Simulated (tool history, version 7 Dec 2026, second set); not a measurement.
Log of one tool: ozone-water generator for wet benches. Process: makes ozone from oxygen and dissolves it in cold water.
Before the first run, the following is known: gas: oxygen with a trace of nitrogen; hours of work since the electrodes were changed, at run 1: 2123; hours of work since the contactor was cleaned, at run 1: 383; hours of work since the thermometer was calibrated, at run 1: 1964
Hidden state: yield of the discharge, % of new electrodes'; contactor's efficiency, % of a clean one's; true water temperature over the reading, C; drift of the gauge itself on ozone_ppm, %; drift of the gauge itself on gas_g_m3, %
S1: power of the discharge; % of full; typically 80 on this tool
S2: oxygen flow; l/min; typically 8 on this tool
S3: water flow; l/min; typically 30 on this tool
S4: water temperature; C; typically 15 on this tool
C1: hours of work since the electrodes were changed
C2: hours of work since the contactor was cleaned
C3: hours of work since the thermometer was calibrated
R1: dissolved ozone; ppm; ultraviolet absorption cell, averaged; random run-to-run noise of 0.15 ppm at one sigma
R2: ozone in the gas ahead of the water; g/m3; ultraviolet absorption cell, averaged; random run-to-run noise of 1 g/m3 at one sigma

run,day,S1,S2,S3,S4,C1,C2,C3,R1,R2
1,0,80,8,30,15,2123,383,1964,18.6,177.9
2,2.804,80,8,30,15,2171,431,2012,18.9,179.3
3,7,80,8,30,15,2243,503,2084,18.6,177.3
4,11.238,80,8,30,15,2316,575,2157,18.4,178.3
5,13.317,80,8,30,11,2351,611,2192,19.9,176.6
6,16.062,80,8,30,11,2398,658,2239,19.8,175.8
7,19.242,80,8,30,15,2452,712,2293,18.5,176
8,21.979,80,8,30,15,2499,759,2340,18.7,176
9,25.15,80,8,30,15,2553,813,2394,18.7,172.9
10,27.038,80,8,30,15,2586,845,2427,18.3,175.5
11,29.833,80,8,30,15,2634,893,2475,18.6,176.2
12,33.567,80,8,30,15,2697,957,2538,18.6,173.9
13,35.883,80,8,30,7,2737,997,2578,20.5,174.8
14,38.35,80,8,30,7,2779,1039,2620,20.5,176
15,40.646,80,8,30,15,2818,1078,2659,18.7,174.2
16,43.212,80,8,30,15,2862,1122,2703,18.6,173.9

Predict the results of run 17:
17,45.762,58,8,30,15,2906,1166,2747,?,?

R1: 14.8 ppm
R2: 137.3 g/m3
Were there no unlogged condition in the tool, this run, its random variation unchanged, would have produced R1 14.8 ppm, R2 140.3 g/m3.
